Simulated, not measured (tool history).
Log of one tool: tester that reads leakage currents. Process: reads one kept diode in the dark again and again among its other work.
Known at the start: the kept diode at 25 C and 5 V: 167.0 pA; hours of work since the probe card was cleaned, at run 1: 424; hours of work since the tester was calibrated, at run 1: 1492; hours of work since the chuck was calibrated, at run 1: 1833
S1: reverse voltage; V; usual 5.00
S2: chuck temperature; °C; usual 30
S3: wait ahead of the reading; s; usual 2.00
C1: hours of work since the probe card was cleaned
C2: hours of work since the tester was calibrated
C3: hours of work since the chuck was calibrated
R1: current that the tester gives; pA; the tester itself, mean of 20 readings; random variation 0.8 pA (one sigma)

run	day	S1	S2	S3	C1	C2	C3	R1
1	0.000	5.00	30	2.00	424	1492	1833	238.27
2	2.188	5.00	30	2.00	456	1524	1865	238.69
3	3.754	5.00	30	2.00	479	1547	1887	238.87
4	5.600	5.00	30	2.00	506	1573	1914	238.13
5	7.412	5.00	30	2.00	532	1600	1941	238.37
6	10.071	5.00	30	2.00	571	1639	1979	237.54
7	12.896	5.00	30	2.00	612	1680	2021	237.42
8	15.250	5.00	30	3.70	646	1714	2055	236.62
9	17.404	5.00	30	3.70	678	1745	2086	236.92
10	19.358	5.00	30	3.70	706	1774	2115	235.47
11	21.329	5.00	30	3.70	735	1803	2143	235.21
12	24.479	1.62	22	2.62	781	1848	2189	61.45
13	26.571	1.62	22	2.62	811	1879	2220	61.37
14	28.812	2.28	38	0.72	844	1912	2252	314.61
15	31.179	2.28	38	0.72	878	1946	2287	311.49
16	32.962	2.28	38	0.59	904	1972	2313	311.62
# day 34.304: chuck's temperature calibrated
17	36.067	2.28	38	0.59	948	2016	26	358.53
18	37.938	5.00	59	2.14	975	2043	53	2917.82
19	41.375	2.84	59	2.14	1026	2093	103	2159.56

4 ways to go on from here, each from the tool as it stands after run 19. What would each give?
A	43.621	1.39	53	1.64	1058	2126	136	?
B	43.621	5.00	31	2.00	1058	2126	136	?
C	43.621	5.49	23	4.59	1058	2126	136	?
D	43.621	2.84	25	2.14	1058	2126	136	?

run	R1
A	929.65
B	292.50
C	148.76
D	126.14
Without the tool's hidden state the same runs would have given:
run	R1
A	924.97
B	288.84
C	145.38
D	124.22
